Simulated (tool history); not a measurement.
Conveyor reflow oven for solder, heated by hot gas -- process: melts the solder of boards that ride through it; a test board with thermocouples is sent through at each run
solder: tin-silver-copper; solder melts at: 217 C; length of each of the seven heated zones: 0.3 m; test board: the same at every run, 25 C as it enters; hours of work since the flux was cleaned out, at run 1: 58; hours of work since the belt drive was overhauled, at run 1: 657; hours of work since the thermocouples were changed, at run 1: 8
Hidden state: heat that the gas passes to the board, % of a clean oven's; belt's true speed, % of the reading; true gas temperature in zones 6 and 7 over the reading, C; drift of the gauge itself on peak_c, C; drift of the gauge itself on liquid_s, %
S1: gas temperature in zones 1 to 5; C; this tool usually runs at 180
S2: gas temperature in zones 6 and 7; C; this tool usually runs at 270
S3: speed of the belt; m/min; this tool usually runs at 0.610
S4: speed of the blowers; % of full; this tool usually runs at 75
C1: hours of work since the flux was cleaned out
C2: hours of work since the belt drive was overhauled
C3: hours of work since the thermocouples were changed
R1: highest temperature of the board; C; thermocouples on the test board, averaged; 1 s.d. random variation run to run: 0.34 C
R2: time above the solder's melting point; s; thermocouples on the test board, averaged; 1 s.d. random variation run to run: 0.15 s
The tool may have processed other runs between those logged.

run 1 hour=0.0 | S1=180 S2=270 S3=0.610 S4=75 | C1=58 C2=657 C3=8 | R1=254.5 R2=47.6
run 2 hour=27.7 | S1=180 S2=270 S3=0.610 S4=75 | C1=73 C2=671 C3=22 | R1=255.5 R2=47.7
run 3 hour=62.3 | S1=180 S2=270 S3=0.610 S4=75 | C1=91 C2=689 C3=40 | R1=254.8 R2=47.8
run 4 hour=99.5 | S1=180 S2=270 S3=0.610 S4=75 | C1=110 C2=709 C3=60 | R1=254.8 R2=47.5
run 5 hour=124.4 | S1=180 S2=266 S3=0.610 S4=75 | C1=123 C2=722 C3=73 | R1=251.0 R2=45.5
run 6 hour=155.9 | S1=180 S2=266 S3=0.610 S4=75 | C1=139 C2=738 C3=89 | R1=251.1 R2=45.5
run 7 hour=177.8 | S1=180 S2=270 S3=0.705 S4=75 | C1=151 C2=749 C3=100 | R1=249.4 R2=37.5
run 8 hour=210.4 | S1=180 S2=270 S3=0.610 S4=75 | C1=168 C2=766 C3=117 | R1=254.0 R2=47.3
run 9 hour=232.9 | S1=180 S2=270 S3=0.610 S4=55 | C1=179 C2=778 C3=129 | R1=248.9 R2=43.0
run 10 hour=251.8 | S1=180 S2=270 S3=0.610 S4=55 | C1=189 C2=788 C3=139 | R1=248.1 R2=42.7
run 11 hour=269.7 | S1=165 S2=270 S3=0.610 S4=75 | C1=199 C2=797 C3=148 | R1=251.1 R2=41.4
run 12 hour=301.0 | S1=180 S2=270 S3=0.610 S4=75 | C1=215 C2=814 C3=165 | R1=254.2 R2=47.0
run 13 hour=335.3 | S1=180 S2=270 S3=0.630 S4=75 | C1=233 C2=831 C3=182 | R1=252.7 R2=44.7
run 14 hour=352.7 | S1=180 S2=270 S3=0.630 S4=75 | C1=242 C2=840 C3=191 | R1=252.4 R2=44.7
run 15 hour=372.6 | S1=180 S2=270 S3=0.630 S4=75 | C1=252 C2=851 C3=202 | R1=251.9 R2=44.7
run 16 hour=409.3 | S1=185 S2=270 S3=0.630 S4=69 | C1=271 C2=870 C3=221 | R1=251.4 R2=45.6
run 17 hour=435.7 | S1=185 S2=270 S3=0.630 S4=69 | C1=285 C2=884 C3=235 | R1=251.7 R2=45.8
run 18 hour=458.6 | S1=180 S2=279 S3=0.539 S4=67 | C1=297 C2=896 C3=247 | R1=262.9 R2=58.5
run 19 hour=475.7 | S1=180 S2=261 S3=0.539 S4=59 | C1=306 C2=904 C3=255 | R1=245.5 R2=47.8
run 20 hour=501.7 | S1=180 S2=261 S3=0.539 S4=59 | C1=319 C2=918 C3=269 | R1=244.8 R2=47.9
run 21 hour=522.5 | S1=180 S2=281 S3=0.539 S4=59 | C1=330 C2=929 C3=280 | R1=262.6 R2=58.2
-- hour=553.8 flux residue cleaned out of gas plates and filters
run 22 hour=562.9 | S1=180 S2=270 S3=0.713 S4=75 | C1=5 C2=947 C3=298 | R1=249.9 R2=37.7
run 23 hour=591.2 | S1=180 S2=263 S3=0.504 S4=77 | C1=19 C2=962 C3=313 | R1=252.8 R2=58.8
run 24 hour=611.5 | S1=180 S2=263 S3=0.556 S4=77 | C1=30 C2=972 C3=323 | R1=251.1 R2=51.4
run 25 hour=644.7 | S1=188 S2=263 S3=0.643 S4=85 | C1=47 C2=990 C3=341 | R1=249.0 R2=45.8
run 26 hour=660.2 | S1=173 S2=270 S3=0.610 S4=75 | C1=55 C2=998 C3=349 | R1=253.2 R2=44.9
run 27 hour=688.6 | S1=180 S2=261 S3=0.524 S4=76 | C1=70 C2=1013 C3=364 | R1=249.9 R2=54.5
run 28 hour=703.8 | S1=177 S2=272 S3=0.607 S4=57 | C1=78 C2=1020 C3=371 | R1=250.2 R2=43.8
run 29 hour=719.3 | S1=165 S2=272 S3=0.607 S4=64 | C1=86 C2=1028 C3=380 | R1=250.4 R2=40.8
run 30 hour=747.0 | S1=165 S2=272 S3=0.607 S4=64 | C1=100 C2=1043 C3=394 | R1=250.2 R2=40.5

Forecast each of these 4 alternatives for the next run:
run A hour=767.5 | S1=188 S2=263 S3=0.616 S4=75 | C1=111 C2=1054 C3=405 | R1=? R2=?
run B hour=767.5 | S1=187 S2=272 S3=0.607 S4=66 | C1=111 C2=1054 C3=405 | R1=? R2=?
run C hour=767.5 | S1=180 S2=278 S3=0.610 S4=75 | C1=111 C2=1054 C3=405 | R1=? R2=?
run D hour=767.5 | S1=165 S2=272 S3=0.607 S4=83 | C1=111 C2=1054 C3=405 | R1=? R2=?

run=A R1=248.7 R2=47.3
run=B R1=254.5 R2=50.4
run=C R1=260.0 R2=50.7
run=D R1=255.0 R2=44.3
Had the tool no hidden state, the same runs would have come out as:
run=A R1=250.1 R2=47.3
run=B R1=255.9 R2=50.1
run=C R1=261.4 R2=50.5
run=D R1=256.6 R2=44.4

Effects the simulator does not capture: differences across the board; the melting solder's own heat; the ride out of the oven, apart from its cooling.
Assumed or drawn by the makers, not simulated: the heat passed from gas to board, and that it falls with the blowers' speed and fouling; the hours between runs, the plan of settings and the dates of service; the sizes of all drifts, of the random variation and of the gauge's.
